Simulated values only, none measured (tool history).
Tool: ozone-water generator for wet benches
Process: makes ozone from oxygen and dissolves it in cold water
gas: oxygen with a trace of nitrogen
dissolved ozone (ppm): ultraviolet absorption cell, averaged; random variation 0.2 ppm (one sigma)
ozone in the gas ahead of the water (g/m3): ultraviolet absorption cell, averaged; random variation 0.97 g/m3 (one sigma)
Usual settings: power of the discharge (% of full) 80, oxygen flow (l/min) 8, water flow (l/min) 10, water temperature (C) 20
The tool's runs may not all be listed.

run	day	power of the discharge (% of full)	oxygen flow (l/min)	water flow (l/min)	water temperature (C)	dissolved ozone (ppm)	ozone in the gas ahead of the water (g/m3)
1	0	80	8	10	20	26.4	156
2	5.825	80	8	9	20	27.8	154.3
3	10.621	80	8	9	20	27.9	154.1
4	15.683	80	8	9	20	27.8	152.8
5	21.142	80	8	9	20	27.8	151.7
# day 21.8: contactor cleaned
6	27.608	80	8	9	20	27.5	150.4
7	32.242	80	8	15	18	20	152.4
8	37.492	80	8	15	18	19.9	151.7
9	42.521	95	8	15	18	23.2	173.8
10	47.638	95	8	15	18	22.9	172.8

Forecast each of these 4 alternatives for the next run:
# day 51.05: contactor cleaned, once more
A	51.05	95	8	15	15	?	?
# day 51.05: contactor cleaned, once more
B	51.05	80	8	10	20	?	?
# day 51.05: contactor cleaned, once more
C	51.05	95	8	9	18	?	?
# day 51.05: contactor cleaned, once more
D	51.05	85	8	12	23	?	?

run	dissolved ozone (ppm)	ozone in the gas ahead of the water (g/m3)
A	25.7	172.3
B	26.4	151
C	33.8	174.1
D	23.1	158.6
Without the tool's hidden state the same runs would have given:
run	dissolved ozone (ppm)	ozone in the gas ahead of the water (g/m3)
A	29.2	195.1
B	29.5	168.5
C	38.4	197
D	26	177.9
